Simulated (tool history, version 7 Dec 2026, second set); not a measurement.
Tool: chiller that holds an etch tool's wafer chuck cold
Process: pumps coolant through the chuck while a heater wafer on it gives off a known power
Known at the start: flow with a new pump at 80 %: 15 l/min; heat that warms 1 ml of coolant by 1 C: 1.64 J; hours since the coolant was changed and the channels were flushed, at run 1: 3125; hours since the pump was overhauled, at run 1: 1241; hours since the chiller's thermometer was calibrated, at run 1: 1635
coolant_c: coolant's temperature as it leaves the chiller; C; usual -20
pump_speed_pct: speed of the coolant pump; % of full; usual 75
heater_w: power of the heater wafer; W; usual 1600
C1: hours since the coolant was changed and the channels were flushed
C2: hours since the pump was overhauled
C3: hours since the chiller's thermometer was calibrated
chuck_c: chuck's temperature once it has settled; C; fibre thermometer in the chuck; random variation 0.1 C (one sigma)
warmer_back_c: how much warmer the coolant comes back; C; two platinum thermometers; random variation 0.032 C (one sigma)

Run 1, day 0: usual settings; C1 3125; C2 1241; C3 1635. Result: chuck_c -3.6 C, warmer_back_c 4.3 C.
Run 2, day 1.817: usual settings; C1 3169; C2 1284; C3 1678. Result: chuck_c -3.8 C, warmer_back_c 4.34 C.
Run 3, day 3.971: usual settings but coolant_c -21 C; C1 3220; C2 1336; C3 1730. Result: chuck_c -4.7 C, warmer_back_c 4.29 C.
Run 4, day 6.575: usual settings; C1 3283; C2 1398; C3 1792. Result: chuck_c -3.6 C, warmer_back_c 4.32 C.
Run 5, day 9.646: usual settings; C1 3356; C2 1472; C3 1866. Result: chuck_c -3.6 C, warmer_back_c 4.38 C.
Run 6, day 12.162: usual settings; C1 3417; C2 1532; C3 1927. Result: chuck_c -3.3 C, warmer_back_c 4.35 C.
Run 7, day 14.9: usual settings but pump_speed_pct 76 % of full; C1 3483; C2 1598; C3 1992. Result: chuck_c -3.7 C, warmer_back_c 4.29 C.
Run 8, day 17.733: usual settings but pump_speed_pct 90 % of full; C1 3551; C2 1666; C3 2060. Result: chuck_c -5.5 C, warmer_back_c 3.6 C.
Run 9, day 19.275: usual settings; C1 3588; C2 1703; C3 2097. Result: chuck_c -3.1 C, warmer_back_c 4.38 C.
Run 10, day 21.979: usual settings; C1 3653; C2 1768; C3 2162. Result: chuck_c -3.3 C, warmer_back_c 4.37 C.
At day 24.104: chiller's thermometer calibrated.
Run 11, day 24.192: usual settings; C1 3705; C2 1820; C3 2. Result: chuck_c -3.3 C, warmer_back_c 4.43 C.
Run 12, day 25.808: usual settings; C1 3743; C2 1859; C3 41. Result: chuck_c -2.8 C, warmer_back_c 4.37 C.
Run 13, day 27.962: usual settings but heater_w 1026 W; C1 3795; C2 1911; C3 93. Result: chuck_c -8.8 C, warmer_back_c 2.82 C.
Run 14, day 31.258: usual settings but pump_speed_pct 62 % of full; C1 3874; C2 1990; C3 172. Result: chuck_c -0.4 C, warmer_back_c 5.3 C.
Run 15, day 34.267: usual settings but pump_speed_pct 93 % of full; C1 3946; C2 2062; C3 244. Result: chuck_c -5.1 C, warmer_back_c 3.6 C.
Run 16, day 35.692: usual settings but pump_speed_pct 93 % of full; C1 3981; C2 2096; C3 278. Result: chuck_c -5.2 C, warmer_back_c 3.61 C.
At day 38.083: chiller's thermometer calibrated, once more.
Run 17, day 38.446: usual settings but pump_speed_pct 93 % of full; C1 4046; C2 2161; C3 9. Result: chuck_c -5.6 C, warmer_back_c 3.56 C.
Run 18, day 41.538: usual settings but coolant_c -21 C, pump_speed_pct 98 % of full; C1 4120; C2 2235; C3 83. Result: chuck_c -7.1 C, warmer_back_c 3.37 C.
Run 19, day 44.45: usual settings but coolant_c -21 C, pump_speed_pct 98 % of full; C1 4190; C2 2305; C3 153. Result: chuck_c -6.9 C, warmer_back_c 3.49 C.
Run 20, day 46.446: usual settings but coolant_c -21 C, pump_speed_pct 98 % of full; C1 4238; C2 2353; C3 201. Result: chuck_c -6.9 C, warmer_back_c 3.36 C.
Run 21, day 49.621: usual settings but pump_speed_pct 78 % of full, heater_w 1523 W; C1 4314; C2 2429; C3 277. Result: chuck_c -4.1 C, warmer_back_c 4.07 C.
Run 22, day 51.088: usual settings but pump_speed_pct 90 % of full, heater_w 1279 W; C1 4349; C2 2465; C3 312. Result: chuck_c -7.9 C, warmer_back_c 2.96 C.
Run 23, day 53.738: usual settings but pump_speed_pct 90 % of full, heater_w 2212 W; C1 4413; C2 2528; C3 376. Result: chuck_c 1 C, warmer_back_c 5.17 C.
Run 24, day 55.571: usual settings but coolant_c -11 C, pump_speed_pct 87 % of full, heater_w 2212 W; C1 4457; C2 2572; C3 420. Result: chuck_c 10.4 C, warmer_back_c 5.32 C.
Run 25, day 57.467: usual settings but coolant_c -11 C, pump_speed_pct 87 % of full, heater_w 2212 W; C1 4502; C2 2618; C3 465. Result: chuck_c 10.6 C, warmer_back_c 5.32 C.
Run 26, day 59.4: usual settings but coolant_c -11 C, pump_speed_pct 87 % of full, heater_w 2212 W; C1 4549; C2 2664; C3 512. Result: chuck_c 10.7 C, warmer_back_c 5.29 C.
Run 27, day 62.221: usual settings but coolant_c -15 C, pump_speed_pct 85 % of full, heater_w 1712 W; C1 4616; C2 2732; C3 579. Result: chuck_c 2.1 C, warmer_back_c 4.25 C.
Run 28, day 65.496: usual settings but coolant_c -15 C, pump_speed_pct 79 % of full, heater_w 2023 W; C1 4695; C2 2810; C3 658. Result: chuck_c 6.4 C, warmer_back_c 5.37 C.
Run 29, day 68.479: usual settings but coolant_c -15 C, pump_speed_pct 79 % of full, heater_w 2023 W; C1 4766; C2 2882; C3 729. Result: chuck_c 6.7 C, warmer_back_c 5.41 C.
Run 30, day 70.112: usual settings but coolant_c -10 C, pump_speed_pct 84 % of full, heater_w 2023 W; C1 4806; C2 2921; C3 769. Result: chuck_c 10.9 C, warmer_back_c 5.15 C.
Run 31, day 73.442: usual settings but coolant_c -29 C, pump_speed_pct 60 % of full, heater_w 2023 W; C1 4886; C2 3001; C3 849. Result: chuck_c -2.4 C, warmer_back_c 7.12 C.

3 ways to go on from here, each from the tool as it stands after run 31. What would each give?
Run A, day 76.329: usual settings but coolant_c -27 C, pump_speed_pct 71 % of full, heater_w 967 W; C1 4955; C2 3070; C3 918. Result: chuck_c ?, warmer_back_c ?.
Run B, day 76.329: usual settings but coolant_c -21 C, pump_speed_pct 77 % of full, heater_w 846 W; C1 4955; C2 3070; C3 918. Result: chuck_c ?, warmer_back_c ?.
Run C, day 76.329: usual settings but coolant_c -22 C, pump_speed_pct 60 % of full, heater_w 2023 W; C1 4955; C2 3070; C3 918. Result: chuck_c ?, warmer_back_c ?.

run  chuck_c  warmer_back_c
  A    -15.6           2.87
  B    -11.5           2.32
  C      4.8           7.15
Without the tool's hidden state the same runs would have given:
run  chuck_c  warmer_back_c
  A    -18.3           2.63
  B    -13.7           2.13
  C     -1.3           6.55
